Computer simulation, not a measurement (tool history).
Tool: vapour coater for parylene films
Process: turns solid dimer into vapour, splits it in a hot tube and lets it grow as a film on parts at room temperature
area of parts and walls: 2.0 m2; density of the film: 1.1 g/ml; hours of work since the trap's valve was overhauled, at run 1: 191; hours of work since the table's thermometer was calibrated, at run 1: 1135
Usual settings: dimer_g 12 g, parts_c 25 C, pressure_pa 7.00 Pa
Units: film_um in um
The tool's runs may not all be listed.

run	day	dimer_g	parts_c	pressure_pa	hours of work since the trap's valve was overhauled	hours of work since the table's thermometer was calibrated	film_um
1	0.000	12	25	7.00	191	1135	3.54
2	1.050	12	25	7.00	212	1156	3.57
3	1.996	12	20	7.00	230	1174	4.06
4	2.725	12	20	7.00	244	1189	4.09
5	3.412	12	20	7.00	258	1202	4.06
6	4.917	12	20	7.00	287	1231	4.05
# day 5.271: trap's valve overhauled
7	6.346	12	20	7.00	21	1256	4.12
8	7.000	12	20	7.00	34	1269	4.06
9	8.054	12	25	7.00	54	1289	3.55
10	9.462	12	25	7.00	82	1317	3.61
11	10.288	12	25	7.00	98	1333	3.55
12	11.100	12	28	7.00	114	1349	3.33
13	12.521	12	25	7.00	141	1376	3.52
14	13.867	12	25	11.09	168	1403	3.26
15	14.592	12	25	11.09	182	1417	3.31
16	15.317	12	25	11.09	196	1431	3.24
17	16.583	12	25	11.09	221	1456	3.26
18	17.204	12	25	10.62	233	1468	3.37
19	18.425	12	25	10.62	257	1492	3.32
20	19.325	12	25	10.62	274	1509	3.35
# day 20.304: trap's valve overhauled
21	20.858	6	25	7.00	11	1536	1.80
22	22.088	6	25	7.00	35	1560	1.77
23	22.821	6	25	5.63	49	1574	1.83
24	23.983	11	25	3.21	72	1597	3.67
25	25.033	16	25	9.70	92	1617	4.50
26	26.125	16	25	4.39	114	1638	5.17
27	27.408	12	25	2.21	139	1664	4.27
28	28.396	6	26	8.71	158	1683	1.60
29	29.571	11	21	8.71	181	1706	3.48
30	30.479	12	22	5.41	199	1723	4.04
31	31.083	13	28	2.39	210	1735	4.18
32	32.408	13	28	2.39	236	1761	4.20
33	33.638	13	28	2.39	260	1785	4.08
34	34.550	13	28	2.39	278	1803	4.17
# day 35.438: trap's valve overhauled
35	36.079	13	28	2.39	12	1829	4.18
36	37.100	13	28	2.39	32	1849	4.12
37	37.779	12	25	4.36	46	1863	3.79
38	39.117	12	25	4.36	72	1889	3.78
39	39.875	8	28	4.81	87	1904	2.26
40	40.492	12	25	2.01	99	1916	4.34
41	41.317	6	24	5.17	115	1932	1.93
42	42.467	6	24	5.17	137	1954	1.89
43	43.338	12	25	7.05	154	1971	3.55
44	44.829	12	25	7.05	183	2000	3.55
45	45.846	12	25	7.05	203	2020	3.56

Forecast each of these 4 alternatives for the next run:
A	46.571	12	37	2.68	217	2034	?
B	46.571	12	25	8.89	217	2034	?
C	46.571	5	21	7.99	217	2034	?
D	46.571	15	18	4.96	217	2034	?

run	film_um
A	2.92
B	3.47
C	1.57
D	5.75
Without the tool's hidden state the same runs would have given:
run	film_um
A	2.94
B	3.48
C	1.58
D	5.77

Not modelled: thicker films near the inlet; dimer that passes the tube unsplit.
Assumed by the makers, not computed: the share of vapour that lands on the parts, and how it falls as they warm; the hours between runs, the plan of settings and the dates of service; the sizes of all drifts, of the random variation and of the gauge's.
